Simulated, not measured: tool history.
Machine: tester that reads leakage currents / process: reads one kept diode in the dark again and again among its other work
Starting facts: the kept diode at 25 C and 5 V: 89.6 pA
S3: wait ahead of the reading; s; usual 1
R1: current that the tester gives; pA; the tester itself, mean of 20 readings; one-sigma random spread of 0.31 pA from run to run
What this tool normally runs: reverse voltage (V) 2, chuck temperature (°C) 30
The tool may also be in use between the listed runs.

Run 1, day 0: usual settings. Result: R1 101.13 pA.
Run 2, day 3.267: usual settings. Result: R1 100.78 pA.
Run 3, day 7.025: usual settings. Result: R1 100.53 pA.
Run 4, day 10.275: usual settings. Result: R1 100.54 pA.
Run 5, day 15.412: usual settings. Result: R1 99.59 pA.
Run 6, day 19.15: usual settings. Result: R1 99.94 pA.
At day 19.504: probe card cleaned and baked.
Run 7, day 24.542: usual settings. Result: R1 99.76 pA.
Run 8, day 29.488: usual settings. Result: R1 99.23 pA.
Run 9, day 33.175: usual settings but reverse voltage (V) 16.66, chuck temperature (°C) 36, S3 3.51 s. Result: R1 378.43 pA.
Run 10, day 36.375: usual settings but reverse voltage (V) 1.03, S3 0.85 s. Result: R1 76.26 pA.
At day 38.658: probe card cleaned and baked, once more.
Run 11, day 40.942: usual settings but reverse voltage (V) 1.13, S3 5.72 s. Result: R1 77.41 pA.
Run 12, day 45.517: usual settings but reverse voltage (V) 6.9, chuck temperature (°C) 47, S3 0.8 s. Result: R1 656.5 pA.
Run 13, day 50.8: usual settings but reverse voltage (V) 6.9, chuck temperature (°C) 47, S3 0.8 s. Result: R1 651.48 pA.
Run 14, day 55.942: usual settings but reverse voltage (V) 6.9, chuck temperature (°C) 47, S3 0.8 s. Result: R1 649.14 pA.
Run 15, day 60.917: usual settings but reverse voltage (V) 6.9, chuck temperature (°C) 47, S3 0.8 s. Result: R1 647.44 pA.

Below are 3 alternative next runs, each starting from the tool's condition after run 15. Predict each:
Run A, day 65.392: usual settings but S3 0.69 s. Result: R1 ?.
Run B, day 65.392: usual settings but reverse voltage (V) 2.19, chuck temperature (°C) 47, S3 0.88 s. Result: R1 ?.
Run C, day 65.392: usual settings but reverse voltage (V) 6.9, chuck temperature (°C) 59, S3 3.01 s. Result: R1 ?.

run       R1
  A    95.19
  B   417.74
  C  1647.41
With no hidden state in the tool, these same runs would have given:
run       R1
  A   102.81
  B   451.33
  C  1771.56
